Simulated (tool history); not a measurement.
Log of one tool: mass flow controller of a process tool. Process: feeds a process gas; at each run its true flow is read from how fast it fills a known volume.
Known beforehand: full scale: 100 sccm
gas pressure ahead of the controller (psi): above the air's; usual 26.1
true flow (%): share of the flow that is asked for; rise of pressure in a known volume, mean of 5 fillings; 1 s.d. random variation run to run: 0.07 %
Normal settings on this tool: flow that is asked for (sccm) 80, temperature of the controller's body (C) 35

run,hour,flow that is asked for (sccm),gas pressure ahead of the controller (psi),temperature of the controller's body (C),true flow (%)
1,0.0,80,26.1,35,100.34
2,94.3,80,26.1,35,100.21
3,280.5,80,26.1,35,100.27
4,470.5,80,26.1,35,100.44
5,622.9,80,26.1,35,100.34
6,753.7,80,26.1,35,100.46

Run 7 is up next; what results do you expect?
7,901.1,28,23.8,24,?

Run 7 came out at true flow (%) 101.05.
Had the tool carried no hidden state, the very same run would have given true flow (%) 97.70.

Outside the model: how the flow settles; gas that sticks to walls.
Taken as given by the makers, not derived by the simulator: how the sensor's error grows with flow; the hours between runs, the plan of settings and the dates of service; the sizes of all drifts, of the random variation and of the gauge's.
